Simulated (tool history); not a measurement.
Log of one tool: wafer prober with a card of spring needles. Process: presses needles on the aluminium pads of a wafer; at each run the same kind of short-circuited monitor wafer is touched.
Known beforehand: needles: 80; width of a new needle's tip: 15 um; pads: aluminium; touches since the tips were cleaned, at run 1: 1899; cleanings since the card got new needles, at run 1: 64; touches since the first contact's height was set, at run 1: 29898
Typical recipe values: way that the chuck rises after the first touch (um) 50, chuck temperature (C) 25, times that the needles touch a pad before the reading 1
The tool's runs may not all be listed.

run   hour  way that the chuck rises after the first touch (um)  chuck temperature (C)  times that the needles touch a pad before the reading  touches since the tips were cleaned  cleanings since the card got new needles  touches since the first contact's height was set  resistance of one needle with its contact and lead (mohm)  way that a needle slides on the pad (um)
  1      0                                                   50                     25                                                      1                                 1899                                        64                                             29898                                                        410                                      7.46
       1.8  -- tips cleaned on abrasive film
         6  -- tips cleaned on abrasive film
      10.3  -- tips cleaned on abrasive film
  2   11.1                                                   50                     25                                                      1                                  640                                        67                                             38350                                                        293                                      7.41
      14.5  -- tips cleaned on abrasive film
      18.8  -- tips cleaned on abrasive film
  3   20.4                                                   50                     25                                                      1                                 1237                                        69                                             45447                                                        375                                      7.38
        23  -- tips cleaned on abrasive film
      26.4  -- tips cleaned on abrasive film
      29.9  -- tips cleaned on abrasive film
      34.1  -- tips cleaned on abrasive film
  4   34.3                                                   50                     50                                                      1                                  104                                        73                                             55969                                                        217                                      7.37
      37.7  -- tips cleaned on abrasive film
        42  -- tips cleaned on abrasive film
  5   44.2                                                   50                     25                                                      2                                 1732                                        75                                             63559                                                        336                                       7.3
      45.9  -- tips cleaned on abrasive film
      49.4  -- tips cleaned on abrasive film
      52.8  -- tips cleaned on abrasive film
      57.1  -- tips cleaned on abrasive film
      61.3  -- tips cleaned on abrasive film
  6   64.7                                                   50                     25                                                      2                                 2590                                        80                                             79173                                                        374                                      7.24
      65.6  -- tips cleaned on abrasive film
      67.6  -- height of the first contact set anew
      70.2  -- tips cleaned on abrasive film
      73.6  -- tips cleaned on abrasive film
  7   75.8                                                   50                     25                                                      2                                 1754                                        83                                              6313                                                        330                                      7.56
      77.6  -- tips cleaned on abrasive film
      81.9  -- tips cleaned on abrasive film
      85.3  -- tips cleaned on abrasive film
      89.6  -- tips cleaned on abrasive film
  8   89.8                                                   50                     25                                                      2                                  173                                        87                                             16905                                                        203                                       7.5
      93.2  -- tips cleaned on abrasive film
      96.7  -- tips cleaned on abrasive film
     100.1  -- tips cleaned on abrasive film
  9  101.4                                                   50                     25                                                      2                                 1016                                        90                                             25735                                                        290                                      7.47
       104  -- tips cleaned on abrasive film
     107.4  -- tips cleaned on abrasive film
     109.2  -- tips cleaned on abrasive film, once more
 10  110.6                                                   50                     25                                                      2                                 1101                                        93                                             32696                                                        293                                      7.42
     113.2  -- tips cleaned on abrasive film
     116.6  -- tips cleaned on abrasive film
     120.9  -- tips cleaned on abrasive film
 11  122.5                                                   50                     25                                                      2                                 1236                                        96                                             41746                                                        311                                      7.39
     125.1  -- tips cleaned on abrasive film
     128.5  -- tips cleaned on abrasive film
     132.8  -- tips cleaned on abrasive film
       137  -- tips cleaned on abrasive film
     141.3  -- tips cleaned on abrasive film
 12    143                                                   50                     25                                                      1                                 1347                                       101                                             57418                                                        410                                      7.35
     144.8  -- tips cleaned on abrasive film
     148.2  -- tips cleaned on abrasive film
     152.5  -- tips cleaned on abrasive film
 13  153.1                                                   50                     25                                                      1                                  474                                       104                                             65047                                                        293                                       7.3
     156.5  -- tips cleaned on abrasive film
       160  -- tips cleaned on abrasive film
     164.2  -- tips cleaned on abrasive film
     167.7  -- tips cleaned on abrasive film
     171.1  -- tips cleaned on abrasive film
 14  171.3                                                   50                     25                                                      1                                  177                                       109                                             78899                                                        252                                      7.23
     174.8  -- tips cleaned on abrasive film
     175.1  -- height of the first contact set anew
     179.3  -- tips cleaned on abrasive film
     183.6  -- tips cleaned on abrasive film
 15  184.8                                                   38                     25                                                      2                                  912                                       112                                              7424                                                        358                                      5.73
     187.4  -- tips cleaned on abrasive film
     190.8  -- tips cleaned on abrasive film
     194.2  -- tips cleaned on abrasive film
     198.5  -- tips cleaned on abrasive film
     201.9  -- tips cleaned on abrasive film
 16  205.2                                                   66                     25                                                      2                                 2559                                       117                                             23005                                                        292                                      9.94
     206.1  -- tips cleaned on abrasive film
     209.6  -- tips cleaned on abrasive film
       213  -- tips cleaned on abrasive film
     217.3  -- tips cleaned on abrasive film
     220.7  -- tips cleaned on abrasive film
       225  -- tips cleaned on abrasive film
 17  225.3                                                   50                    100                                                      1                                  271                                       123                                             38252                                                        264                                      7.42
     228.7  -- tips cleaned on abrasive film
       233  -- tips cleaned on abrasive film
 18  235.9                                                   50                    100                                                      1                                 2299                                       125                                             46410                                                        473                                      7.37
     236.9  -- tips cleaned on abrasive film
     241.1  -- tips cleaned on abrasive film
     245.4  -- tips cleaned on abrasive film
 19  247.8                                                   60                     37                                                      1                                 1874                                       128                                             55447                                                        398                                      8.87
     249.6  -- tips cleaned on abrasive film
     253.8  -- tips cleaned on abrasive film
     257.3  -- tips cleaned on abrasive film
 20    259                                                   63                     57                                                      1                                 1349                                       131                                             63959                                                        318                                      9.27
     260.8  -- tips cleaned on abrasive film
       265  -- tips cleaned on abrasive film
     268.5  -- tips cleaned on abrasive film
     271.9  -- tips cleaned on abrasive film
     276.2  -- tips cleaned on abrasive film
 21  278.5                                                   63                     57                                                      1                                 1849                                       136                                             78840                                                        374                                      9.22
     280.3  -- tips cleaned on abrasive film
     282.3  -- height of the first contact set anew
     284.9  -- tips cleaned on abrasive film
     289.1  -- tips cleaned on abrasive film
     293.4  -- tips cleaned on abrasive film
     296.8  -- tips cleaned on abrasive film
 22  297.1                                                   50                     36                                                      2                                  176                                       141                                             11246                                                        218                                      7.53
     300.5  -- tips cleaned on abrasive film
     303.9  -- tips cleaned on abrasive film
     308.2  -- tips cleaned on abrasive film
     312.5  -- tips cleaned on abrasive film
     316.7  -- tips cleaned on abrasive film
 23  317.5                                                   69                     31                                                      2                                  609                                       146                                             26833                                                        229                                     10.37
     320.9  -- tips cleaned on abrasive film
     324.4  -- tips cleaned on abrasive film
     327.8  -- tips cleaned on abrasive film
     331.2  -- tips cleaned on abrasive film
     335.5  -- tips cleaned on abrasive film
 24  337.5                                                   39                     42                                                      2                                 1526                                       151                                             42033                                                        459                                      5.74
     339.2  -- tips cleaned on abrasive film
     343.5  -- tips cleaned on abrasive film
     346.9  -- tips cleaned on abrasive film
 25  348.3                                                   50                     69                                                      1                                 1062                                       154                                             50258                                                        402                                      7.36

Hidden state or all else? Some run-to-run changes of resistance of one needle with its contact and lead (mohm), split into what the settings, what came in and random variation would give without the hidden state, and what is left for the hidden state (with any gauge scatter that isn't in both results):
The hidden state here: debris on the tips, nm; way that the needles fall short of the set height, um; tips' diameter, um; drift of the gauge itself on contact_mohm, %; drift of the gauge itself on scrub_um, %.
Run 17 -> 18: tips cleaned on abrasive film, tips cleaned on abrasive film. resistance of one needle with its contact and lead (mohm) +209: hidden state +209, all else +0.
Run 23 -> 24: way that the chuck rises after the first touch (um) 69 -> 39, chuck temperature (C) 31 -> 42, tips cleaned on abrasive film, tips cleaned on abrasive film, tips cleaned on abrasive film, tips cleaned on abrasive film, tips cleaned on abrasive film. resistance of one needle with its contact and lead (mohm) +230: hidden state +209, all else +21.
